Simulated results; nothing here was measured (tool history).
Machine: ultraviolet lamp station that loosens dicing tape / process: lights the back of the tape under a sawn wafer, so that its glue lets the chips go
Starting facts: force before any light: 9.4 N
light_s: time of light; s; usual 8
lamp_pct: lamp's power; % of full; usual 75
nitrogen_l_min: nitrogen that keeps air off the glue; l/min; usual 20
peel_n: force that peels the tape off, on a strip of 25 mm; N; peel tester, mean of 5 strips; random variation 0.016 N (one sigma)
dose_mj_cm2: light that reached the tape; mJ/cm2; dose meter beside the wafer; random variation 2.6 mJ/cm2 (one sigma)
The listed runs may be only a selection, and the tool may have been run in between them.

{"run": 1, "hour": 0.0, "light_s": 8, "lamp_pct": 75, "nitrogen_l_min": 20, "peel_n": 0.753, "dose_mj_cm2": 321}
{"run": 2, "hour": 3.9, "light_s": 8, "lamp_pct": 75, "nitrogen_l_min": 20, "peel_n": 0.768, "dose_mj_cm2": 324}
{"run": 3, "hour": 11.1, "light_s": 8, "lamp_pct": 75, "nitrogen_l_min": 20, "peel_n": 0.731, "dose_mj_cm2": 327}
{"run": 4, "hour": 19.3, "light_s": 8, "lamp_pct": 75, "nitrogen_l_min": 20, "peel_n": 0.765, "dose_mj_cm2": 321}
{"run": 5, "hour": 23.7, "light_s": 8, "lamp_pct": 75, "nitrogen_l_min": 20, "peel_n": 0.742, "dose_mj_cm2": 325}
{"run": 6, "hour": 30.6, "light_s": 8, "lamp_pct": 75, "nitrogen_l_min": 20, "peel_n": 0.762, "dose_mj_cm2": 323}
{"run": 7, "hour": 36.7, "light_s": 8, "lamp_pct": 75, "nitrogen_l_min": 20, "peel_n": 0.779, "dose_mj_cm2": 316}
{"run": 8, "hour": 44.7, "light_s": 8, "lamp_pct": 75, "nitrogen_l_min": 20, "peel_n": 0.756, "dose_mj_cm2": 323}
{"run": 9, "hour": 51.9, "light_s": 8, "lamp_pct": 75, "nitrogen_l_min": 20, "peel_n": 0.778, "dose_mj_cm2": 317}
{"hour": 53.0, "done": "window cleaned of glue's vapour"}
{"run": 10, "hour": 59.1, "light_s": 8, "lamp_pct": 75, "nitrogen_l_min": 20, "peel_n": 0.785, "dose_mj_cm2": 315}
{"run": 11, "hour": 65.7, "light_s": 8, "lamp_pct": 75, "nitrogen_l_min": 25, "peel_n": 0.657, "dose_mj_cm2": 315}
{"hour": 70.1, "done": "window cleaned of glue's vapour, once more"}
{"run": 12, "hour": 71.0, "light_s": 8, "lamp_pct": 83, "nitrogen_l_min": 20, "peel_n": 0.608, "dose_mj_cm2": 354}
{"run": 13, "hour": 74.8, "light_s": 8, "lamp_pct": 83, "nitrogen_l_min": 20, "peel_n": 0.636, "dose_mj_cm2": 355}
{"run": 14, "hour": 83.8, "light_s": 8, "lamp_pct": 75, "nitrogen_l_min": 20, "peel_n": 0.757, "dose_mj_cm2": 319}
{"run": 15, "hour": 90.3, "light_s": 8, "lamp_pct": 75, "nitrogen_l_min": 20, "peel_n": 0.767, "dose_mj_cm2": 316}
{"run": 16, "hour": 98.7, "light_s": 15, "lamp_pct": 68, "nitrogen_l_min": 12, "peel_n": 0.393, "dose_mj_cm2": 535}
{"run": 17, "hour": 107.6, "light_s": 5, "lamp_pct": 95, "nitrogen_l_min": 16, "peel_n": 1.52, "dose_mj_cm2": 251}
{"run": 18, "hour": 113.7, "light_s": 7, "lamp_pct": 79, "nitrogen_l_min": 8, "peel_n": 1.853, "dose_mj_cm2": 290}
{"run": 19, "hour": 118.5, "light_s": 6, "lamp_pct": 69, "nitrogen_l_min": 17, "peel_n": 1.783, "dose_mj_cm2": 217}
{"run": 20, "hour": 124.9, "light_s": 6, "lamp_pct": 69, "nitrogen_l_min": 17, "peel_n": 1.755, "dose_mj_cm2": 220}
{"run": 21, "hour": 131.9, "light_s": 6, "lamp_pct": 69, "nitrogen_l_min": 17, "peel_n": 1.782, "dose_mj_cm2": 214}
{"run": 22, "hour": 137.3, "light_s": 8, "lamp_pct": 99, "nitrogen_l_min": 20, "peel_n": 0.441, "dose_mj_cm2": 414}
{"run": 23, "hour": 146.2, "light_s": 8, "lamp_pct": 61, "nitrogen_l_min": 12, "peel_n": 1.755, "dose_mj_cm2": 255}
{"run": 24, "hour": 152.1, "light_s": 8, "lamp_pct": 61, "nitrogen_l_min": 12, "peel_n": 1.803, "dose_mj_cm2": 253}
{"run": 25, "hour": 157.4, "light_s": 8, "lamp_pct": 61, "nitrogen_l_min": 12, "peel_n": 1.841, "dose_mj_cm2": 253}
{"run": 26, "hour": 161.8, "light_s": 8, "lamp_pct": 91, "nitrogen_l_min": 20, "peel_n": 0.552, "dose_mj_cm2": 379}
{"run": 27, "hour": 171.1, "light_s": 8, "lamp_pct": 75, "nitrogen_l_min": 13, "peel_n": 1.177, "dose_mj_cm2": 305}
{"run": 28, "hour": 177.6, "light_s": 5, "lamp_pct": 90, "nitrogen_l_min": 23, "peel_n": 1.303, "dose_mj_cm2": 234}
{"run": 29, "hour": 186.4, "light_s": 14, "lamp_pct": 80, "nitrogen_l_min": 23, "peel_n": 0.231, "dose_mj_cm2": 571}

Below are 3 alternative next runs, each starting from the tool's condition after run 29. Predict each:
{"run": "A", "hour": 193.1, "light_s": 8, "lamp_pct": 92, "nitrogen_l_min": 20, "peel_n": "?", "dose_mj_cm2": "?"}
{"run": "B", "hour": 193.1, "light_s": 11, "lamp_pct": 80, "nitrogen_l_min": 6, "peel_n": "?", "dose_mj_cm2": "?"}
{"run": "C", "hour": 193.1, "light_s": 14, "lamp_pct": 89, "nitrogen_l_min": 19, "peel_n": "?", "dose_mj_cm2": "?"}

run=A peel_n=0.561 dose_mj_cm2=374
run=B peel_n=1.086 dose_mj_cm2=448
run=C peel_n=0.225 dose_mj_cm2=634
Had the tool no hidden state, the same runs would have come out as:
run=A peel_n=0.480 dose_mj_cm2=402
run=B peel_n=0.943 dose_mj_cm2=481
run=C peel_n=0.210 dose_mj_cm2=682

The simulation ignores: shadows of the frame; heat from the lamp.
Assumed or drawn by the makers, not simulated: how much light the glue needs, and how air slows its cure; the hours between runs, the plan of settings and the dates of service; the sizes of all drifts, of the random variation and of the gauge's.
